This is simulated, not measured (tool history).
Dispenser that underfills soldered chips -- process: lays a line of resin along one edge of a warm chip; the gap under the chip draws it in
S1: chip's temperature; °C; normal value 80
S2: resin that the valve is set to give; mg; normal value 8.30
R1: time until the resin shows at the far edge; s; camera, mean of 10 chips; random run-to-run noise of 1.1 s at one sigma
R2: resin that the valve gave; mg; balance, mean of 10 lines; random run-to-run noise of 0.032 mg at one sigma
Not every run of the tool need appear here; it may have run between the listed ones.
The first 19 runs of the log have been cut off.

run	hour	S1	S2	R1	R2
# hour 198.0: new syringe of resin
# hour 207.3: new syringe of resin
20	207.3	81	9.18	89.5	8.72
21	213.6	71	8.30	198.2	7.89
# hour 217.1: new syringe of resin
22	225.4	83	7.99	120.0	7.65
# hour 227.0: new syringe of resin
# hour 236.6: new syringe of resin
# hour 237.6: dispensing valve cleaned and set on the balance
23	240.5	83	7.99	95.3	8.01
# hour 247.2: new syringe of resin
24	250.4	88	9.11	73.0	9.10
# hour 256.6: new syringe of resin
# hour 265.6: new syringe of resin
25	265.6	66	7.54	184.8	7.47
# hour 275.2: new syringe of resin
26	277.8	75	7.33	142.3	7.26
# hour 284.5: new syringe of resin
27	293.1	75	7.33	180.3	7.28
# hour 294.3: new syringe of resin
28	300.8	94	8.30	65.9	8.12
# hour 304.4: new syringe of resin
29	310.3	94	8.30	65.8	8.16
# hour 314.6: new syringe of resin
30	320.4	94	8.30	66.0	8.11
# hour 324.3: new syringe of resin
# hour 333.3: new syringe of resin
31	333.9	94	8.30	51.5	8.07
32	341.2	94	8.30	70.7	8.00
# hour 342.4: new syringe of resin
33	348.2	84	8.26	102.2	8.00
# hour 351.7: new syringe of resin
34	359.7	88	8.74	92.1	8.47

What if the next run were any one of these 3? Each begins from the tool's condition after run 34:
# hour 361.2: new syringe of resin
# hour 371.1: new syringe of resin
A	374.0	68	9.71	?	?
# hour 361.2: new syringe of resin
# hour 371.1: new syringe of resin
B	374.0	74	8.25	?	?
# hour 361.2: new syringe of resin
# hour 371.1: new syringe of resin
C	374.0	76	8.31	?	?

run	R1	R2
A	180.4	9.38
B	138.0	7.98
C	125.7	8.04
Stripped of hidden state, with their random variation kept, the same runs would have yielded:
run	R1	R2
A	176.7	9.72
B	134.2	8.28
C	122.2	8.33
